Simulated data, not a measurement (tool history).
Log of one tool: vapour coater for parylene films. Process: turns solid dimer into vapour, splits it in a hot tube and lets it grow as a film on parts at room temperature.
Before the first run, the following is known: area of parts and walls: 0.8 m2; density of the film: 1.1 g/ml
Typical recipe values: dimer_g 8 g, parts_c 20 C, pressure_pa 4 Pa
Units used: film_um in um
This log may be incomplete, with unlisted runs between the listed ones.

{"run": 1, "hour": 0.0, "dimer_g": 8, "parts_c": 20, "pressure_pa": 4, "film_um": 6.3}
{"run": 2, "hour": 26.7, "dimer_g": 8, "parts_c": 20, "pressure_pa": 4, "film_um": 6.35}
{"run": 3, "hour": 55.3, "dimer_g": 8, "parts_c": 20, "pressure_pa": 4, "film_um": 6.25}
{"run": 4, "hour": 67.7, "dimer_g": 8, "parts_c": 20, "pressure_pa": 4, "film_um": 6.34}
{"run": 5, "hour": 93.7, "dimer_g": 3, "parts_c": 20, "pressure_pa": 4, "film_um": 2.36}
{"run": 6, "hour": 122.4, "dimer_g": 3, "parts_c": 20, "pressure_pa": 4, "film_um": 2.35}
{"run": 7, "hour": 137.7, "dimer_g": 8, "parts_c": 20, "pressure_pa": 4, "film_um": 6.23}
{"run": 8, "hour": 161.0, "dimer_g": 8, "parts_c": 20, "pressure_pa": 4, "film_um": 6.1}
{"run": 9, "hour": 188.3, "dimer_g": 8, "parts_c": 20, "pressure_pa": 4, "film_um": 6.18}
{"run": 10, "hour": 207.5, "dimer_g": 8, "parts_c": 28, "pressure_pa": 4, "film_um": 4.99}
{"run": 11, "hour": 220.6, "dimer_g": 8, "parts_c": 21, "pressure_pa": 4, "film_um": 6.03}
{"run": 12, "hour": 248.3, "dimer_g": 8, "parts_c": 21, "pressure_pa": 4, "film_um": 5.97}
{"run": 13, "hour": 278.1, "dimer_g": 8, "parts_c": 21, "pressure_pa": 4, "film_um": 5.9}
{"run": 14, "hour": 309.7, "dimer_g": 5, "parts_c": 13, "pressure_pa": 5.69, "film_um": 4.26}
{"run": 15, "hour": 335.2, "dimer_g": 6, "parts_c": 19, "pressure_pa": 2.08, "film_um": 5.17}
{"run": 16, "hour": 360.2, "dimer_g": 7, "parts_c": 19, "pressure_pa": 5.13, "film_um": 5.14}
{"run": 17, "hour": 379.0, "dimer_g": 7, "parts_c": 19, "pressure_pa": 5.13, "film_um": 5.17}
{"run": 18, "hour": 398.2, "dimer_g": 7, "parts_c": 19, "pressure_pa": 5.13, "film_um": 5.21}
{"run": 19, "hour": 424.6, "dimer_g": 8, "parts_c": 14, "pressure_pa": 4, "film_um": 6.8}
{"run": 20, "hour": 454.6, "dimer_g": 8, "parts_c": 14, "pressure_pa": 4, "film_um": 6.76}
{"run": 21, "hour": 474.8, "dimer_g": 8, "parts_c": 31, "pressure_pa": 4, "film_um": 4.5}

Not shown here: 2 entries made in the log between runs. Locate each between two listed runs and compare the hidden state at the listed run before it with the hidden state at the listed run after it:
Logged between run 13 and run 14: table's thermometer calibrated (hour 281.6)
  vapour lost through the trap's worn valve, %: 8.4 -> 8.9; true temperature of the parts over the reading, C: -0.08 -> -0.11
  what was measured, less what the result would be without the hidden state, film_um: -0.53 -> -0.41 um
Logged between run 19 and run 20: table's thermometer calibrated, once more (hour 429.6)
  vapour lost through the trap's worn valve, %: 10.9 -> 11.4; true temperature of the parts over the reading, C: -0.14 -> 0.08
  what was measured, less what the result would be without the hidden state, film_um: -0.81 -> -0.89 um
